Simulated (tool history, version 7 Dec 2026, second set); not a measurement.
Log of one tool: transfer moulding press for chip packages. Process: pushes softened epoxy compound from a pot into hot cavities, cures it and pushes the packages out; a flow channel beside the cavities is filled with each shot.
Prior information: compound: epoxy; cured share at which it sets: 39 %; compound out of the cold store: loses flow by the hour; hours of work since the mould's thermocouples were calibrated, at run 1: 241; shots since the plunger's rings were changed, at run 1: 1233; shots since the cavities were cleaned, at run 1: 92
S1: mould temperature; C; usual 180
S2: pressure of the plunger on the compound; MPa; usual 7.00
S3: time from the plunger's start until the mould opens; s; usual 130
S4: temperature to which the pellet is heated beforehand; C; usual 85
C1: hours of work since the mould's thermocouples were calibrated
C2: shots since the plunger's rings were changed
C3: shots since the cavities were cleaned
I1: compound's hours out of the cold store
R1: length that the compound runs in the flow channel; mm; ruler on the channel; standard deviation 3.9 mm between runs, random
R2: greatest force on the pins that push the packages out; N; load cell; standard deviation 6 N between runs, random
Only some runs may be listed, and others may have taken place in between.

{"run": 1, "hour": 0.0, "S1": 180, "S2": 7.0, "S3": 130, "S4": 85, "C1": 241, "C2": 1233, "C3": 92, "I1": 8.7, "R1": 898, "R2": 270}
{"run": 2, "hour": 6.7, "S1": 180, "S2": 7.0, "S3": 130, "S4": 85, "C1": 245, "C2": 1294, "C3": 153, "I1": 30.0, "R1": 838, "R2": 271}
{"run": 3, "hour": 12.0, "S1": 180, "S2": 7.0, "S3": 130, "S4": 85, "C1": 248, "C2": 1342, "C3": 201, "I1": 46.1, "R1": 791, "R2": 282}
{"run": 4, "hour": 17.1, "S1": 180, "S2": 7.0, "S3": 130, "S4": 85, "C1": 251, "C2": 1388, "C3": 247, "I1": 21.7, "R1": 861, "R2": 324}
{"run": 5, "hour": 22.7, "S1": 180, "S2": 7.0, "S3": 130, "S4": 85, "C1": 255, "C2": 1439, "C3": 298, "I1": 37.2, "R1": 814, "R2": 332}
{"run": 6, "hour": 32.4, "S1": 180, "S2": 7.0, "S3": 130, "S4": 85, "C1": 260, "C2": 1527, "C3": 386, "I1": 39.6, "R1": 812, "R2": 343}
{"run": 7, "hour": 42.2, "S1": 180, "S2": 7.0, "S3": 130, "S4": 85, "C1": 266, "C2": 1617, "C3": 476, "I1": 14.3, "R1": 878, "R2": 374}
{"run": 8, "hour": 53.3, "S1": 180, "S2": 7.0, "S3": 130, "S4": 85, "C1": 273, "C2": 1718, "C3": 577, "I1": 29.8, "R1": 832, "R2": 391}
{"run": 9, "hour": 62.0, "S1": 180, "S2": 7.0, "S3": 130, "S4": 85, "C1": 278, "C2": 1797, "C3": 656, "I1": 16.8, "R1": 867, "R2": 423}
{"run": 10, "hour": 69.4, "S1": 180, "S2": 7.0, "S3": 130, "S4": 85, "C1": 283, "C2": 1864, "C3": 723, "I1": 40.9, "R1": 811, "R2": 405}
{"run": 11, "hour": 77.4, "S1": 180, "S2": 7.0, "S3": 130, "S4": 85, "C1": 287, "C2": 1937, "C3": 796, "I1": 32.3, "R1": 826, "R2": 413}
{"run": 12, "hour": 83.3, "S1": 180, "S2": 7.0, "S3": 130, "S4": 85, "C1": 291, "C2": 1992, "C3": 851, "I1": 11.3, "R1": 883, "R2": 431}
{"run": 13, "hour": 94.4, "S1": 177, "S2": 7.0, "S3": 130, "S4": 85, "C1": 298, "C2": 2092, "C3": 951, "I1": 22.5, "R1": 868, "R2": 506}
{"hour": 96.9, "done": "cavities cleaned with cleaning compound and waxed"}
{"run": 14, "hour": 105.4, "S1": 177, "S2": 7.0, "S3": 130, "S4": 85, "C1": 303, "C2": 2179, "C3": 78, "I1": 25.5, "R1": 851, "R2": 298}
{"run": 15, "hour": 114.5, "S1": 177, "S2": 7.0, "S3": 130, "S4": 85, "C1": 309, "C2": 2261, "C3": 160, "I1": 13.8, "R1": 888, "R2": 346}
{"run": 16, "hour": 122.0, "S1": 185, "S2": 7.46, "S3": 136, "S4": 84, "C1": 313, "C2": 2330, "C3": 229, "I1": 8.6, "R1": 896, "R2": 288}
{"run": 17, "hour": 131.5, "S1": 185, "S2": 7.46, "S3": 136, "S4": 81, "C1": 319, "C2": 2416, "C3": 315, "I1": 12.8, "R1": 889, "R2": 297}
{"run": 18, "hour": 139.3, "S1": 185, "S2": 7.46, "S3": 136, "S4": 81, "C1": 323, "C2": 2487, "C3": 386, "I1": 33.0, "R1": 824, "R2": 311}
{"run": 19, "hour": 146.9, "S1": 185, "S2": 7.46, "S3": 136, "S4": 81, "C1": 328, "C2": 2557, "C3": 456, "I1": 31.3, "R1": 830, "R2": 333}
{"run": 20, "hour": 152.2, "S1": 180, "S2": 7.0, "S3": 130, "S4": 76, "C1": 331, "C2": 2605, "C3": 504, "I1": 42.8, "R1": 789, "R2": 379}
{"run": 21, "hour": 159.7, "S1": 180, "S2": 7.0, "S3": 130, "S4": 76, "C1": 336, "C2": 2673, "C3": 572, "I1": 32.2, "R1": 818, "R2": 378}
{"run": 22, "hour": 165.3, "S1": 183, "S2": 8.11, "S3": 132, "S4": 87, "C1": 339, "C2": 2724, "C3": 623, "I1": 8.8, "R1": 945, "R2": 361}
{"run": 23, "hour": 170.7, "S1": 186, "S2": 7.0, "S3": 124, "S4": 85, "C1": 342, "C2": 2774, "C3": 673, "I1": 43.2, "R1": 768, "R2": 343}
{"run": 24, "hour": 178.2, "S1": 180, "S2": 6.5, "S3": 130, "S4": 85, "C1": 347, "C2": 2842, "C3": 741, "I1": 18.4, "R1": 827, "R2": 424}
{"run": 25, "hour": 185.7, "S1": 184, "S2": 7.0, "S3": 130, "S4": 75, "C1": 351, "C2": 2910, "C3": 809, "I1": 16.9, "R1": 847, "R2": 373}
{"run": 26, "hour": 197.2, "S1": 184, "S2": 7.0, "S3": 130, "S4": 75, "C1": 358, "C2": 3014, "C3": 913, "I1": 27.4, "R1": 815, "R2": 401}
{"hour": 203.7, "done": "cavities cleaned with cleaning compound and waxed"}
{"run": 27, "hour": 208.5, "S1": 175, "S2": 7.0, "S3": 126, "S4": 85, "C1": 364, "C2": 3104, "C3": 44, "I1": 25.0, "R1": 859, "R2": 327}
{"run": 28, "hour": 214.3, "S1": 179, "S2": 8.41, "S3": 122, "S4": 85, "C1": 367, "C2": 3157, "C3": 97, "I1": 40.9, "R1": 872, "R2": 309}

Consider 4 possible next runs. They are alternatives, not a sequence: every one starts from the tool as it was left by run 28. What does each give?
{"run": "A", "hour": 221.5, "S1": 183, "S2": 8.41, "S3": 122, "S4": 92, "C1": 372, "C2": 3222, "C3": 162, "I1": 36.4, "R1": "?", "R2": "?"}
{"run": "B", "hour": 221.5, "S1": 180, "S2": 5.85, "S3": 136, "S4": 91, "C1": 372, "C2": 3222, "C3": 162, "I1": 41.4, "R1": "?", "R2": "?"}
{"run": "C", "hour": 221.5, "S1": 180, "S2": 7.0, "S3": 123, "S4": 85, "C1": 372, "C2": 3222, "C3": 162, "I1": 10.5, "R1": "?", "R2": "?"}
{"run": "D", "hour": 221.5, "S1": 180, "S2": 5.53, "S3": 130, "S4": 90, "C1": 372, "C2": 3222, "C3": 162, "I1": 41.0, "R1": "?", "R2": "?"}

run=A R1=875 R2=284
run=B R1=722 R2=269
run=C R1=880 R2=325
run=D R1=701 R2=292
With the hidden condition removed and each run's random variation left untouched, the same runs would have given:
run=A R1=906 R2=213
run=B R1=747 R2=201
run=C R1=911 R2=244
run=D R1=726 R2=220
